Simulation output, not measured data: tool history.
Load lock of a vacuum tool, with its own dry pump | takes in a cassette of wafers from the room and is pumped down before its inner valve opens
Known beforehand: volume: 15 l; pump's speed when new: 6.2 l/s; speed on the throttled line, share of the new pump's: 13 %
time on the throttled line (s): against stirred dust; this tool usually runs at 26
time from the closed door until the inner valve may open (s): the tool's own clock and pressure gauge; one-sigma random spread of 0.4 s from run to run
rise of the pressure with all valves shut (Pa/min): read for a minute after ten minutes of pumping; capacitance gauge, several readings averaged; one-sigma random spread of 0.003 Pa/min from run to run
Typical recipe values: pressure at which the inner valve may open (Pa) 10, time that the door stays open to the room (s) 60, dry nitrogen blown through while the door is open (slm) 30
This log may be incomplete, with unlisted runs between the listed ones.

run,hour,time on the throttled line (s),pressure at which the inner valve may open (Pa),time that the door stays open to the room (s),dry nitrogen blown through while the door is open (slm),"incoming humidity of the room's air, %",time from the closed door until the inner valve may open (s),rise of the pressure with all valves shut (Pa/min)
1,0,26,10,60,30,46.4,44.9,0.287
2,334.5,26,10,60,30,43.3,46,0.29
3,615.6,26,10,60,30,43.9,45.3,0.303
4,1000.2,26,10,60,30,47.3,45.7,0.313
5,1377.2,26,10,60,30,42.1,46.2,0.312
6,1796.9,39,10,60,30,46.8,57.8,0.327
7,2167.8,22,10,60,30,43.3,43.2,0.339
8,2602.1,26,10,60,4,45.2,46.8,0.379
9,3008.4,26,10,60,4,45.5,46.9,0.388
10,3392.1,26,10,60,4,44.8,46.4,0.398
11,3692.9,26,10,60,4,43.3,46.8,0.393
12,3892.9,26,10,202,4,44.6,46.1,0.496
13,4176,26,10,60,30,49.8,46.9,0.388
14,4584.6,26,10,60,30,45.8,46.9,0.4
15,4799.3,26,17,60,30,44.1,45.4,0.409
16,5009.4,26,10,60,11,45.3,47.3,0.433
17,5215.1,26,10,60,11,47.4,46.6,0.437
18,5561.7,26,10,60,11,44.4,47.4,0.45
19,5897,43,10,85,11,41.9,61.8,0.449
20,6110.7,13,10,60,9,45.2,36.6,0.451
21,6446.8,14,8,60,30,43.7,38.7,0.442
22,6643.5,14,8,60,30,44.8,38.6,0.452
23,7076.1,26,18,60,30,48.3,46.2,0.471
24,7402.2,26,10,104,29,41.2,48.6,0.509
25,7771.8,34,10,32,30,46.6,55.4,0.488
26,7968.3,34,10,32,30,42.2,55.6,0.485
27,8172.4,34,10,32,5,44.6,55.9,0.512
28,8518.1,43,17,48,18,43.2,61.9,0.527
29,8885.7,43,17,48,18,43.9,62,0.528
# hour 9125.5: door's seal changed, seat wiped
30,9296.7,43,17,48,18,43.8,61.4,0.047
31,9540.1,26,20,57,30,46.7,46.9,0.05
32,9949.2,26,20,78,30,48.2,47.6,0.06
33,10203.2,30,8,60,25,47.1,54.2,0.056
34,10388.2,43,8,192,25,43.8,64.2,0.11
35,10566.4,16,8,192,5,44.9,42.7,0.163

Below are 3 alternative next runs, each starting from the tool's condition after run 35. Predict each:
A,10831.7,26,10,208,18,45.3,?,?
B,10831.7,26,10,60,13,45.1,?,?
C,10831.7,14,9,60,31,42.9,?,?

run,time from the closed door until the inner valve may open (s),rise of the pressure with all valves shut (Pa/min)
A,49.9,0.132
B,50.6,0.067
C,40.5,0.049
Without the tool's unlogged condition, the same runs would have read:
run,time from the closed door until the inner valve may open (s),rise of the pressure with all valves shut (Pa/min)
A,44.9,0.117
B,45.5,0.053
C,35.1,0.035

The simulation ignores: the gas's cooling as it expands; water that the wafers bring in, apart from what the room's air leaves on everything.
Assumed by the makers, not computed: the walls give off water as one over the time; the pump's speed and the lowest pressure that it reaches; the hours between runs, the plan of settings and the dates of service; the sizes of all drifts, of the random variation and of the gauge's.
